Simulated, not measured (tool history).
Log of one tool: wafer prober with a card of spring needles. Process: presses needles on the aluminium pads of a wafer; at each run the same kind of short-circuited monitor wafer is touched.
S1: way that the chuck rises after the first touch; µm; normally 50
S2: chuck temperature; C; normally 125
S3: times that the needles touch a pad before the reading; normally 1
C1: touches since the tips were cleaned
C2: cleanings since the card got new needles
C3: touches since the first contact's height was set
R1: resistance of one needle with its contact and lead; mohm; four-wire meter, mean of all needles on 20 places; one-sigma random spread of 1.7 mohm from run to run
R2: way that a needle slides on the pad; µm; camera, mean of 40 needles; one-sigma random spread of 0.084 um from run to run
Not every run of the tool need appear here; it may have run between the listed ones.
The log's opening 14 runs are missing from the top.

{"hour": 131.0, "done": "tips cleaned on abrasive film"}
{"run": 15, "hour": 135.8, "S1": 50, "S2": 125, "S3": 1, "C1": 2600, "C2": 71, "C3": 26056, "R1": 172, "R2": 9.89}
{"hour": 138.2, "done": "tips cleaned on abrasive film"}
{"hour": 145.0, "done": "tips cleaned on abrasive film"}
{"run": 16, "hour": 145.3, "S1": 50, "S2": 125, "S3": 1, "C1": 142, "C2": 73, "C3": 31079, "R1": 171, "R2": 9.97}
{"hour": 151.6, "done": "tips cleaned on abrasive film"}
{"run": 17, "hour": 152.9, "S1": 50, "S2": 116, "S3": 2, "C1": 690, "C2": 74, "C3": 35134, "R1": 171, "R2": 10.05}
{"hour": 157.9, "done": "tips cleaned on abrasive film"}
{"run": 18, "hour": 162.8, "S1": 46, "S2": 125, "S3": 1, "C1": 2650, "C2": 75, "C3": 40424, "R1": 174, "R2": 9.04}
{"hour": 165.2, "done": "tips cleaned on abrasive film"}
{"hour": 171.5, "done": "tips cleaned on abrasive film"}
{"run": 19, "hour": 175.8, "S1": 69, "S2": 81, "S3": 1, "C1": 2343, "C2": 77, "C3": 47380, "R1": 151, "R2": 13.72}
{"hour": 177.7, "done": "tips cleaned on abrasive film"}
{"hour": 184.1, "done": "tips cleaned on abrasive film"}
{"run": 20, "hour": 189.4, "S1": 69, "S2": 81, "S3": 1, "C1": 2840, "C2": 79, "C3": 54631, "R1": 152, "R2": 13.67}
{"hour": 190.4, "done": "tips cleaned on abrasive film"}
{"hour": 197.1, "done": "tips cleaned on abrasive film"}
{"run": 21, "hour": 197.7, "S1": 69, "S2": 81, "S3": 1, "C1": 335, "C2": 81, "C3": 59016, "R1": 151, "R2": 13.41}
{"hour": 204.2, "done": "tips cleaned on abrasive film"}
{"run": 22, "hour": 206.1, "S1": 40, "S2": 65, "S3": 1, "C1": 1048, "C2": 82, "C3": 63534, "R1": 165, "R2": 7.98}
{"hour": 210.7, "done": "tips cleaned on abrasive film"}
{"run": 23, "hour": 214.2, "S1": 36, "S2": 125, "S3": 2, "C1": 1901, "C2": 83, "C3": 67858, "R1": 188, "R2": 7.1}
{"hour": 217.8, "done": "tips cleaned on abrasive film"}
{"hour": 224.4, "done": "tips cleaned on abrasive film"}
{"run": 24, "hour": 224.4, "S1": 66, "S2": 74, "S3": 2, "C1": 0, "C2": 85, "C3": 73283, "R1": 154, "R2": 12.95}
{"run": 25, "hour": 230.5, "S1": 58, "S2": 125, "S3": 2, "C1": 3253, "C2": 85, "C3": 76536, "R1": 167, "R2": 11.35}
{"hour": 231.8, "done": "tips cleaned on abrasive film"}
{"run": 26, "hour": 236.5, "S1": 45, "S2": 125, "S3": 1, "C1": 2554, "C2": 86, "C3": 79744, "R1": 175, "R2": 8.97}
{"hour": 238.1, "done": "tips cleaned on abrasive film"}
{"hour": 244.9, "done": "tips cleaned on abrasive film"}
{"run": 27, "hour": 250.3, "S1": 45, "S2": 125, "S3": 1, "C1": 2967, "C2": 88, "C3": 87144, "R1": 178, "R2": 8.93}
{"hour": 251.7, "done": "tips cleaned on abrasive film"}
{"hour": 258.7, "done": "tips cleaned on abrasive film"}
{"run": 28, "hour": 261.3, "S1": 45, "S2": 125, "S3": 1, "C1": 1437, "C2": 90, "C3": 92988, "R1": 176, "R2": 8.93}
{"hour": 265.3, "done": "tips cleaned on abrasive film"}
{"hour": 271.9, "done": "tips cleaned on abrasive film"}
{"run": 29, "hour": 271.9, "S1": 32, "S2": 49, "S3": 1, "C1": 0, "C2": 92, "C3": 98613, "R1": 169, "R2": 6.32}
{"hour": 278.3, "done": "tips cleaned on abrasive film"}
{"run": 30, "hour": 281.0, "S1": 31, "S2": 76, "S3": 2, "C1": 1457, "C2": 93, "C3": 103451, "R1": 183, "R2": 6.11}
{"hour": 285.2, "done": "tips cleaned on abrasive film"}
{"run": 31, "hour": 286.9, "S1": 47, "S2": 26, "S3": 1, "C1": 923, "C2": 94, "C3": 106614, "R1": 152, "R2": 9.53}
{"hour": 292.0, "done": "tips cleaned on abrasive film"}
{"hour": 298.5, "done": "tips cleaned on abrasive film"}
{"run": 32, "hour": 299.5, "S1": 47, "S2": 26, "S3": 2, "C1": 575, "C2": 96, "C3": 113350, "R1": 153, "R2": 9.31}

Below are 3 alternative next runs, each starting from the tool's condition after run 32. Predict each:
{"hour": 304.7, "done": "tips cleaned on abrasive film"}
{"run": "A", "hour": 307.6, "S1": 40, "S2": 29, "S3": 2, "C1": 1539, "C2": 97, "C3": 117649, "R1": "?", "R2": "?"}
{"hour": 304.7, "done": "tips cleaned on abrasive film"}
{"run": "B", "hour": 307.6, "S1": 50, "S2": 125, "S3": 2, "C1": 1539, "C2": 97, "C3": 117649, "R1": "?", "R2": "?"}
{"hour": 304.7, "done": "tips cleaned on abrasive film"}
{"run": "C", "hour": 307.6, "S1": 47, "S2": 97, "S3": 2, "C1": 1539, "C2": 97, "C3": 117649, "R1": "?", "R2": "?"}

run=A R1=159 R2=8.03
run=B R1=171 R2=9.95
run=C R1=169 R2=9.29
What these runs would have given with no unlogged condition in the tool:
run=A R1=159 R2=8.03
run=B R1=171 R2=9.95
run=C R1=169 R2=9.3
